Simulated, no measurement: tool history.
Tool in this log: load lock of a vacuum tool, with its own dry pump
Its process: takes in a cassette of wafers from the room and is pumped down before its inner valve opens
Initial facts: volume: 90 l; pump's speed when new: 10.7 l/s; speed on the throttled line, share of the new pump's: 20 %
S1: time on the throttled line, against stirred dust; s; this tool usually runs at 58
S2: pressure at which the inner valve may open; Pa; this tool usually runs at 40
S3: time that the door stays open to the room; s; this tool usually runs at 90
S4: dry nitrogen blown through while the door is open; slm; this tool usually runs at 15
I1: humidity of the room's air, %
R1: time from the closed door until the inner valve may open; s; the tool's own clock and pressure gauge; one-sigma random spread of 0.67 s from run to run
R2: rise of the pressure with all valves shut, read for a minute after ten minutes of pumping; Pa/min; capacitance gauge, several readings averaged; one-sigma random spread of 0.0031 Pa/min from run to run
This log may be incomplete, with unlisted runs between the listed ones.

Run 1, day 0: usual settings; I1 46. Result: R1 114.1 s, R2 0.059 Pa/min.
Run 2, day 10.158: usual settings; I1 43.2. Result: R1 112.6 s, R2 0.058 Pa/min.
Run 3, day 22.288: usual settings but S2 49 Pa; I1 47.5. Result: R1 110.6 s, R2 0.061 Pa/min.
Run 4, day 31.679: usual settings; I1 46.3. Result: R1 112.5 s, R2 0.059 Pa/min.
Run 5, day 42.258: usual settings but S1 63 s; I1 48.9. Result: R1 117.2 s, R2 0.066 Pa/min.
Run 6, day 48: usual settings; I1 47.7. Result: R1 112.2 s, R2 0.061 Pa/min.
Run 7, day 56.033: usual settings but S1 112 s; I1 42.7. Result: R1 156 s, R2 0.049 Pa/min.
Run 8, day 63.783: usual settings but S2 64 Pa, S3 77 s; I1 44.9. Result: R1 109 s, R2 0.051 Pa/min.
Run 9, day 69.617: usual settings but S4 7 slm; I1 47.3. Result: R1 112.7 s, R2 0.073 Pa/min.
Run 10, day 74.592: usual settings but S4 7 slm; I1 42.6. Result: R1 112.7 s, R2 0.067 Pa/min.
Run 11, day 85.146: usual settings but S4 7 slm; I1 42.9. Result: R1 112.4 s, R2 0.059 Pa/min.
Run 12, day 94.179: usual settings but S1 78 s, S4 21 slm; I1 45.9. Result: R1 129.2 s, R2 0.052 Pa/min.
Run 13, day 102.3: usual settings but S1 80 s, S2 28 Pa, S4 8 slm; I1 45.7. Result: R1 133.8 s, R2 0.062 Pa/min.

Here are 4 independent what-if runs from the current tool condition. What would each one return?
Run A, day 112.579: usual settings but S3 95 s; I1 46.2. Result: R1 ?, R2 ?.
Run B, day 112.579: usual settings but S1 80 s, S2 45 Pa, S3 28 s, S4 38 slm; I1 41.1. Result: R1 ?, R2 ?.
Run C, day 112.579: usual settings but S1 82 s, S2 35 Pa, S4 37 slm; I1 43.2. Result: R1 ?, R2 ?.
Run D, day 112.579: usual settings but S1 99 s, S2 28 Pa, S4 8 slm; I1 47.1. Result: R1 ?, R2 ?.

run     R1     R2
  A  113.6  0.053
  B  130.9  0.018
  C  133.1  0.038
  D  148.3  0.064
Without the tool's unlogged condition, the same runs would have read:
run     R1     R2
  A  113.6  0.053
  B  130.9  0.017
  C  133.1  0.038
  D  148.3  0.064
